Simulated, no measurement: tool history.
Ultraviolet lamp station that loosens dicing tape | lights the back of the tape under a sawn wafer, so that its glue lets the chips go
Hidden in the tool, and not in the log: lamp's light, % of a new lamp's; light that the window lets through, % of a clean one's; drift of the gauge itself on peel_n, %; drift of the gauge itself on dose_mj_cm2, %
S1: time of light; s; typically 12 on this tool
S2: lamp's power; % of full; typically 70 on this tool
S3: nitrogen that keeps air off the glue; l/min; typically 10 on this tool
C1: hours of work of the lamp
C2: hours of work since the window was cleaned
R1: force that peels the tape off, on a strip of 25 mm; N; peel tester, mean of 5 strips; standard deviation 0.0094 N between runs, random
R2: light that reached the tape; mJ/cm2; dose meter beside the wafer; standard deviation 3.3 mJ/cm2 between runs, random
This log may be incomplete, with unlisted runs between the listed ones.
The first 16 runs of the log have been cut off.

run,hour,S1,S2,S3,C1,C2,R1,R2
17,128.7,12,70,10,144,551,0.396,512
18,133.7,12,97,10,147,553,0.211,711
19,139.1,12,97,10,150,557,0.203,709
20,148.2,12,70,16,155,562,0.257,509
21,157.4,14,70,10,160,567,0.282,596
22,167.3,14,70,10,166,572,0.282,594
23,174.9,22,84,14,170,577,0.138,1130
24,182.3,12,76,3,174,581,0.919,559
25,191.2,23,61,3,179,586,0.365,859
# hour 194: window cleaned of glue's vapour
26,196.4,23,61,3,182,1,0.36,858
27,203.9,9,76,10,186,6,0.643,414
28,209.2,9,76,10,189,9,0.608,420
29,214.5,9,76,10,192,12,0.599,416
30,222.1,9,76,10,196,16,0.613,415
31,231.1,16,90,10,201,21,0.165,883
32,236.2,16,90,10,204,24,0.161,876
33,246.6,19,71,8,210,30,0.188,830
34,255.6,16,83,6,215,35,0.234,811
35,262.8,19,83,6,219,39,0.177,967
36,272.3,12,70,6,225,44,0.617,508
37,278.2,18,66,16,228,48,0.177,722
38,284.8,16,97,6,232,51,0.179,946
39,293.3,16,97,6,237,56,0.178,952

The next listed run, before its measurement:
40,303.7,16,70,4,243,62,?,?

R1: 0.461 N
R2: 685 mJ/cm2
With the hidden condition absent and the run-to-run variation left alone, this run would have shown R1 0.46 N, R2 686 mJ/cm2.
